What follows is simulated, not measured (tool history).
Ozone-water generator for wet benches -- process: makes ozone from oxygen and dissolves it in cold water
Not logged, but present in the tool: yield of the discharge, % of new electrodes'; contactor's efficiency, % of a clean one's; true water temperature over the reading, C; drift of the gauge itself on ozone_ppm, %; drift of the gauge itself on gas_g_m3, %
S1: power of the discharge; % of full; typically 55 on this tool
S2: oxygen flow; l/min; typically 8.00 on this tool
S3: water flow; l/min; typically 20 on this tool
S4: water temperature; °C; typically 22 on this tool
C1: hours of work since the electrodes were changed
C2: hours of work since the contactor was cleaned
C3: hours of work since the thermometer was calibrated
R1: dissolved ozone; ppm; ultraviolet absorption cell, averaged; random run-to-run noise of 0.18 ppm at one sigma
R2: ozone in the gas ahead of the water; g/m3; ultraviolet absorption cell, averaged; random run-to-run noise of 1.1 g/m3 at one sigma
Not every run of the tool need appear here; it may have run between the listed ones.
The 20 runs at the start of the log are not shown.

Run 21, hour 1963.0: usual settings but S2 4.51 l/min, S3 14 l/min; C1 1782; C2 2643; C3 1108. Result: R1 29.1 ppm, R2 245.9 g/m3.
Run 22, hour 2071.4: usual settings but S2 4.51 l/min, S3 14 l/min; C1 1869; C2 2729; C3 1194. Result: R1 29.3 ppm, R2 247.0 g/m3.
Run 23, hour 2157.3: usual settings but S4 24 °C; C1 1938; C2 2798; C3 1263. Result: R1 21.4 ppm, R2 181.4 g/m3.
Run 24, hour 2238.0: usual settings but S4 24 °C; C1 2002; C2 2862; C3 1327. Result: R1 21.3 ppm, R2 180.4 g/m3.
Run 25, hour 2370.6: usual settings but S4 24 °C; C1 2108; C2 2968; C3 1433. Result: R1 21.4 ppm, R2 179.6 g/m3.
Run 26, hour 2465.8: usual settings but S2 7.90 l/min, S3 13 l/min; C1 2184; C2 3044; C3 1509. Result: R1 27.5 ppm, R2 180.9 g/m3.
Run 27, hour 2585.4: usual settings but S2 7.90 l/min, S3 13 l/min, S4 19 °C; C1 2279; C2 3139; C3 1604. Result: R1 29.5 ppm, R2 178.6 g/m3.
Run 28, hour 2677.7: usual settings but S1 56 % of full, S2 7.90 l/min, S3 13 l/min, S4 19 °C; C1 2353; C2 3213; C3 1678. Result: R1 29.7 ppm, R2 180.2 g/m3.
Run 29, hour 2744.7: usual settings but S1 56 % of full, S2 7.90 l/min, S3 13 l/min, S4 19 °C; C1 2406; C2 3266; C3 1731. Result: R1 29.8 ppm, R2 181.5 g/m3.
Run 30, hour 2866.9: usual settings but S1 97 % of full, S2 7.90 l/min, S3 13 l/min, S4 25 °C; C1 2504; C2 3364; C3 1829. Result: R1 33.2 ppm, R2 236.0 g/m3.
Run 31, hour 2945.5: usual settings but S1 85 % of full, S2 8.47 l/min, S3 21 l/min, S4 15 °C; C1 2567; C2 3427; C3 1892. Result: R1 29.6 ppm, R2 213.6 g/m3.
Run 32, hour 3035.1: usual settings but S1 59 % of full, S3 27 l/min, S4 29 °C; C1 2638; C2 3498; C3 1963. Result: R1 16.7 ppm, R2 182.5 g/m3.
Run 33, hour 3104.0: usual settings but S1 59 % of full, S3 27 l/min, S4 29 °C; C1 2693; C2 3553; C3 2018. Result: R1 16.7 ppm, R2 181.8 g/m3.
At hour 3190.9: contactor cleaned.
Run 34, hour 3212.4: usual settings but S1 52 % of full; C1 2776; C2 17; C3 2101. Result: R1 22.2 ppm, R2 173.1 g/m3.

Each row is a separate what-if for the run after 34, all from the same tool condition, not one after another. Results?
Run A, hour 3338.0: usual settings; C1 2877; C2 117; C3 2202. Result: R1 ?, R2 ?.
Run B, hour 3338.0: usual settings but S1 52 % of full, S4 18 °C; C1 2877; C2 117; C3 2202. Result: R1 ?, R2 ?.
Run C, hour 3338.0: usual settings but S2 9.39 l/min, S3 19 l/min; C1 2877; C2 117; C3 2202. Result: R1 ?, R2 ?.

run    R1     R2
  A  22.2  176.7
  B  24.0  171.3
  C  22.8  161.6
Take away the tool's hidden state, keep each run's random variation, and the runs would have read:
run    R1     R2
  A  23.8  188.8
  B  25.7  182.7
  C  24.4  172.6
